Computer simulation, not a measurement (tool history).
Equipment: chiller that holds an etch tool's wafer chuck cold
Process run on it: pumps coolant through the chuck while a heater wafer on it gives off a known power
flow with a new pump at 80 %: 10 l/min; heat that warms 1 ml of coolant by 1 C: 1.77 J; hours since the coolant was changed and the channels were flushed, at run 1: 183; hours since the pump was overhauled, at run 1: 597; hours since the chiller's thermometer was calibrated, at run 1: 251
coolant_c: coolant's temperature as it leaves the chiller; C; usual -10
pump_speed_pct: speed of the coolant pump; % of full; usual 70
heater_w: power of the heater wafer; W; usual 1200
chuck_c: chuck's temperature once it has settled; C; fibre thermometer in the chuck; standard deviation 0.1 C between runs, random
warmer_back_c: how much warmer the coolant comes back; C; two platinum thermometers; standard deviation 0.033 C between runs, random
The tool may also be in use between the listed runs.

run    hour  coolant_c  pump_speed_pct  heater_w  hours since the coolant was changed and the channels were flushed  hours since the pump was overhauled  hours since the chiller's thermometer was calibrated  chuck_c  warmer_back_c
  1       0        -10              70      1200                                                                183                                  597                                                   251      3.5           4.77
  2    33.3        -10              70      1200                                                                216                                  630                                                   284      3.6           4.73
  3    80.6        -10              70      1200                                                                263                                  678                                                   332      3.5           4.68
  4   134.1        -10              79      1200                                                                317                                  731                                                   385      2.3           4.16
  5   192.9        -10              79      1200                                                                375                                  790                                                   444      2.4           4.19
  6   228.9        -10              79      1200                                                                411                                  826                                                   480      2.3           4.28
  7   285.3        -10              79      1200                                                                468                                  882                                                   536      2.5           4.19
  8   331.7         -2              70      1200                                                                514                                  929                                                   583     12.1           4.73
  9   375.6         -2              70      1200                                                                558                                  973                                                   627     11.9           4.76
 10   425.8        -10              70      1200                                                                608                                 1023                                                   677      4.1           4.77
 11   463.3        -10              70       603                                                                646                                 1060                                                   714     -3.1           2.34
 12   490.7        -10              70      1200                                                                673                                 1088                                                   742      3.9           4.76
 13   530.1        -10              70      1200                                                                713                                 1127                                                   781      4.1           4.75
 14   585.1        -10              70      1200                                                                768                                 1182                                                   836      4.3           4.75
 15     643         -3              79       638                                                                825                                 1240                                                   894      3.9            2.3
 16   681.8         -3              79       638                                                                864                                 1279                                                   933      3.9           2.23
 17   731.1         -9              65      1280                                                                914                                 1328                                                   982      7.2           5.51
 18   795.1        -14              90      1796                                                                978                                 1392                                                  1046      3.3            5.7
 19   851.4         -9              64      1347                                                               1034                                 1449                                                  1102      8.7           5.86
 20   886.7        -10              76      1200                                                               1069                                 1484                                                  1138      3.7           4.43
 21     939        -13              76      1200                                                               1122                                 1536                                                  1190      0.6           4.48
 22   994.3        -10              70      1434                                                               1177                                 1591                                                  1245      7.3           5.77
 23  1021.3        -10              86       642                                                               1204                                 1618                                                  1272     -3.2           2.08
 24  1079.2         -5              81      1118                                                               1262                                 1676                                                  1330      7.1           3.99
 25  1126.7         -5              81      1118                                                               1309                                 1724                                                  1378      7.2           3.91
 26    1166        -16              78      1118                                                               1349                                 1763                                                  1417     -3.5           4.07
 27  1210.7         -7              62      1249                                                               1393                                 1808                                                  1462     10.2           5.66

Measured result minus the same run's result without the hidden state. Both carry the same run-to-run variation, though not necessarily the same gauge scatter:
Unlogged tool condition in this case: heat passed by the chuck's channels, % of clean ones'; flow at a given pump speed, % of a new pump's; coolant's true temperature over the reading, C; drift of the gauge itself on chuck_c, C; drift of the gauge itself on warmer_back_c, C.
run  chuck_c  warmer_back_c
  1     +0.4          +0.07
  2     +0.5          +0.08
  3     +0.5          +0.08
  4     +0.5          +0.08
  5     +0.6          +0.08
  6     +0.6          +0.09
  7     +0.6          +0.09
  8     +0.7          +0.11
  9     +0.8          +0.11
 10     +0.9          +0.12
 11     +0.5          +0.06
 12     +0.9          +0.12
 13     +0.9          +0.13
 14       +1          +0.14
 15     +0.7          +0.07
 16     +0.6          +0.07
 17     +1.2          +0.17
 18     +1.4          +0.19
 19     +1.5           +0.2
 20     +1.3          +0.16
 21     +1.3          +0.16
 22     +1.7          +0.22
 23     +0.8          +0.08
 24     +1.3          +0.15
 25     +1.3          +0.16
 26     +1.4          +0.17
 27     +1.9          +0.24

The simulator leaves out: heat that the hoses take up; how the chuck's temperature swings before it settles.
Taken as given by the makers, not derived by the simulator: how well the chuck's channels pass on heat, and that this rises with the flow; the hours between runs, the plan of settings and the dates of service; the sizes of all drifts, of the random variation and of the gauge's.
